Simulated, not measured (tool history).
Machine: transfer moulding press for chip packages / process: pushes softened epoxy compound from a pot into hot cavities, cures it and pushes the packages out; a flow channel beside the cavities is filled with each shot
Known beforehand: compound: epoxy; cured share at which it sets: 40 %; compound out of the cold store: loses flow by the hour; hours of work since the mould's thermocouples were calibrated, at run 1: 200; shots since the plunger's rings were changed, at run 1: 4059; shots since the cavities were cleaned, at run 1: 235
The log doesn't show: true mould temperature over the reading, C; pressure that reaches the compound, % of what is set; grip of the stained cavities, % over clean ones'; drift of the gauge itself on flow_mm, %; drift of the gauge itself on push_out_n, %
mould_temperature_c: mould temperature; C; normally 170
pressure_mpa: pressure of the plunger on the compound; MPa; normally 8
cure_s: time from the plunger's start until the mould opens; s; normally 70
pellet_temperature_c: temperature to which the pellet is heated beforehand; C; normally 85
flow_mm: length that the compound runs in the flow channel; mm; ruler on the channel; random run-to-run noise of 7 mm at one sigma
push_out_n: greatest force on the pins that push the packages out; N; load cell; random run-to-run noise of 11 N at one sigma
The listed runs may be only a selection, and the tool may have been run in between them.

run   hour  mould_temperature_c  pressure_mpa  cure_s  pellet_temperature_c  hours of work since the mould's thermocouples were calibrated  shots since the plunger's rings were changed  shots since the cavities were cleaned  incoming compound's hours out of the cold store  flow_mm  push_out_n
  1      0                  170             8      70                    85                                                            200                                          4059                                    235                                             30.5      744         630
      13.6  -- plunger's sealing rings changed
  2   15.7                  170             8      70                    85                                                            209                                            37                                    466                                             45.1      746         657
        28  -- cavities cleaned with cleaning compound and waxed
  3     33                  170             8      70                    85                                                            220                                           315                                     87                                             13.8      850         600
  4   44.3                  165             8      70                    85                                                            227                                           513                                    285                                             38.5      773         862
  5   56.1                  165             8      70                    85                                                            235                                           721                                    493                                             42.9      758         957
      67.2  -- cavities cleaned with cleaning compound and waxed
  6   71.7                  165             8      70                    85                                                            245                                           969                                     81                                              8.8      882         836
  7   90.2                  165             8      70                    85                                                            257                                          1293                                    405                                             34.6      787         924
     106.5  -- cavities cleaned with cleaning compound and waxed
  8  117.4                  165             8      70                    85                                                            275                                          1743                                    190                                              9.5      863         921
  9  138.1                  170             8      70                    85                                                            289                                          2107                                    554                                             44.9      718         672
     146.5  -- cavities cleaned with cleaning compound and waxed
 10  164.4                  170             8      70                    83                                                            305                                          2541                                    314                                              9.6      834         671
 11  177.5                  170          9.34      70                    85                                                            314                                          2772                                    545                                               12      896         721
     184.4  -- cavities cleaned with cleaning compound and waxed
 12  192.8                  165             8      70                    85                                                            324                                          3013                                    147                                             28.9      792         827
 13  205.2                  165             8      70                    85                                                            332                                          3231                                    365                                             27.4      769         916
     223.1  -- cavities cleaned with cleaning compound and waxed
 14  223.1                  170          7.52      63                    89                                                            343                                          3518                                      0                                             35.2      727         620
 15  241.5                  170          6.89      63                    81                                                            356                                          3842                                    324                                             38.7      684         815
 16    253                  167          6.89      63                    81                                                            364                                          4045                                    527                                             32.6      696        1084
     262.2  -- cavities cleaned with cleaning compound and waxed
     268.7  -- plunger's sealing rings changed
 17  268.7                  176          6.89      64                    81                                                            371                                             0                                     70                                               17      767         464
 18  292.3                  176          6.89      64                    81                                                            387                                           414                                    484                                             16.7      754         576
     295.4  -- mould's thermocouples calibrated
     305.2  -- cavities cleaned with cleaning compound and waxed
 19  313.2                  176          8.23      99                    81                                                             11                                           719                                    140                                             42.3      748         368
 20  338.8                  166          7.58      70                    92                                                             28                                          1168                                    589                                             42.1      738         933
     344.3  -- cavities cleaned with cleaning compound and waxed
 21  351.3                  166          7.58      70                    92                                                             36                                          1362                                    123                                             25.3      791         771
 22  370.1                  176          7.07      85                    86                                                             49                                          1691                                    452                                               40      682         450
     382.7  -- cavities cleaned with cleaning compound and waxed
 23  388.5                  170          9.44      56                    85                                                             60                                          1989                                    102                                             46.5      805         938
 24  402.6                  170          9.44      56                    85                                                             70                                          2236                                    349                                             29.6      843        1148
 25  413.8                  167          9.44      51                    85                                                             77                                          2432                                    545                                             18.1      895        1875
     421.8  -- cavities cleaned with cleaning compound and waxed
 26  428.7                  173             8      74                    85                                                             86                                          2667                                    121                                             43.6      730         427

3 ways to go on from here, each from the tool as it stands after run 26. What would each give?
  A  440.7                  173             8     109                    85                                                             94                                          2877                                    331                                             33.5        ?           ?
  B  440.7                  170          9.92      66                    92                                                             94                                          2877                                    331                                             21.4        ?           ?
  C  440.7                  164          7.31      74                    78                                                             94                                          2877                                    331                                             36.2        ?           ?

run  flow_mm  push_out_n
  A      758         429
  B      886         799
  C      733         924
Had the tool no hidden state, the same runs would have come out as:
run  flow_mm  push_out_n
  A      787         336
  B      919         637
  C      761         734
